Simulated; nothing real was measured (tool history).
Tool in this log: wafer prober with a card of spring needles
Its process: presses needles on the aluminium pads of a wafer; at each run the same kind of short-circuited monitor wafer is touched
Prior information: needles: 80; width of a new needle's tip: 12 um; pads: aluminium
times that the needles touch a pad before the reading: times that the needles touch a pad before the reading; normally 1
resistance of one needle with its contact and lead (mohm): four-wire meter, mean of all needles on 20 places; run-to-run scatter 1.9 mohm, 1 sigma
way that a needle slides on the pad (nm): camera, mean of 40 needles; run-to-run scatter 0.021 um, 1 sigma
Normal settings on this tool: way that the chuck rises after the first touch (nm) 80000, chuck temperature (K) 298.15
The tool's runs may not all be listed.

run,hour,way that the chuck rises after the first touch (nm),chuck temperature (K),times that the needles touch a pad before the reading,resistance of one needle with its contact and lead (mohm),way that a needle slides on the pad (nm)
1,0,80000,298.15,1,225,15290
# hour 1.5: tips cleaned on abrasive film
# hour 8.4: tips cleaned on abrasive film
2,13.2,80000,298.15,1,231,15200
# hour 14.8: tips cleaned on abrasive film
# hour 20.7: tips cleaned on abrasive film
# hour 27.6: tips cleaned on abrasive film
3,29.7,80000,298.15,1,221,15120
# hour 33.7: tips cleaned on abrasive film
# hour 40.6: tips cleaned on abrasive film
# hour 47.2: tips cleaned on abrasive film
4,50.2,80000,298.15,1,227,15140
# hour 54.6: tips cleaned on abrasive film
# hour 60.4: height of the first contact set anew
5,60.4,94000,298.15,1,221,18200
# hour 61.5: tips cleaned on abrasive film
# hour 68.4: tips cleaned on abrasive film
# hour 75.4: tips cleaned on abrasive film
# hour 82.4: tips cleaned on abrasive film
6,84.8,94000,298.15,1,216,18150
# hour 89.3: tips cleaned on abrasive film
# hour 95.7: tips cleaned on abrasive film
# hour 98.7: tips cleaned on abrasive film, once more
# hour 105.4: tips cleaned on abrasive film
7,105.4,94000,298.15,1,209,18130
# hour 111.3: tips cleaned on abrasive film
# hour 118.7: tips cleaned on abrasive film
# hour 124.8: tips cleaned on abrasive film
8,124.8,80000,298.15,1,206,15400
# hour 131.8: tips cleaned on abrasive film
# hour 138.6: tips cleaned on abrasive film
# hour 144.5: tips cleaned on abrasive film
9,145.5,76000,298.15,1,215,14570
# hour 151.4: tips cleaned on abrasive film
# hour 158.6: tips cleaned on abrasive film
10,163.2,76000,298.15,1,237,14510
# hour 164.8: tips cleaned on abrasive film
# hour 171.7: tips cleaned on abrasive film
11,175.1,76000,298.15,1,230,14500
# hour 178.1: tips cleaned on abrasive film
# hour 184.6: tips cleaned on abrasive film
12,188.8,76000,298.15,1,232,14480
# hour 191.7: tips cleaned on abrasive film
# hour 198.3: tips cleaned on abrasive film
# hour 204.2: tips cleaned on abrasive film
13,209.2,76000,298.15,1,236,14440
# hour 210.4: tips cleaned on abrasive film
# hour 217.8: tips cleaned on abrasive film
14,220.3,80000,298.15,1,224,15180
# hour 224.6: tips cleaned on abrasive film
# hour 231.8: tips cleaned on abrasive film
# hour 235: height of the first contact set anew
# hour 238: tips cleaned on abrasive film
15,243.6,80000,298.15,1,235,15490
# hour 245.2: tips cleaned on abrasive film
# hour 251.5: tips cleaned on abrasive film
# hour 258.4: tips cleaned on abrasive film
# hour 265.4: tips cleaned on abrasive film
16,266,78000,298.15,1,211,15060
# hour 271.9: tips cleaned on abrasive film
17,276.8,82000,299.15,1,230,15820
# hour 278.3: tips cleaned on abrasive film
# hour 285.2: tips cleaned on abrasive film
18,289.3,71000,325.15,1,243,13650
# hour 292.3: tips cleaned on abrasive film
# hour 298.2: tips cleaned on abrasive film
# hour 304.8: tips cleaned on abrasive film
19,309.8,71000,325.15,1,246,13670
# hour 311.1: tips cleaned on abrasive film
# hour 317.8: tips cleaned on abrasive film
20,321.8,71000,304.15,2,225,13660

What will run 21 give?
# hour 324.8: tips cleaned on abrasive film
# hour 331.2: tips cleaned on abrasive film
# hour 338.5: tips cleaned on abrasive film
21,343.2,71000,349.15,2,?,?

Run 21 measured resistance of one needle with its contact and lead (mohm) 236, way that a needle slides on the pad (nm) 13580.
Take away the tool's hidden state, keep the run-to-run variation as it was, and the same run would have given resistance of one needle with its contact and lead (mohm) 213, way that a needle slides on the pad (nm) 13760.

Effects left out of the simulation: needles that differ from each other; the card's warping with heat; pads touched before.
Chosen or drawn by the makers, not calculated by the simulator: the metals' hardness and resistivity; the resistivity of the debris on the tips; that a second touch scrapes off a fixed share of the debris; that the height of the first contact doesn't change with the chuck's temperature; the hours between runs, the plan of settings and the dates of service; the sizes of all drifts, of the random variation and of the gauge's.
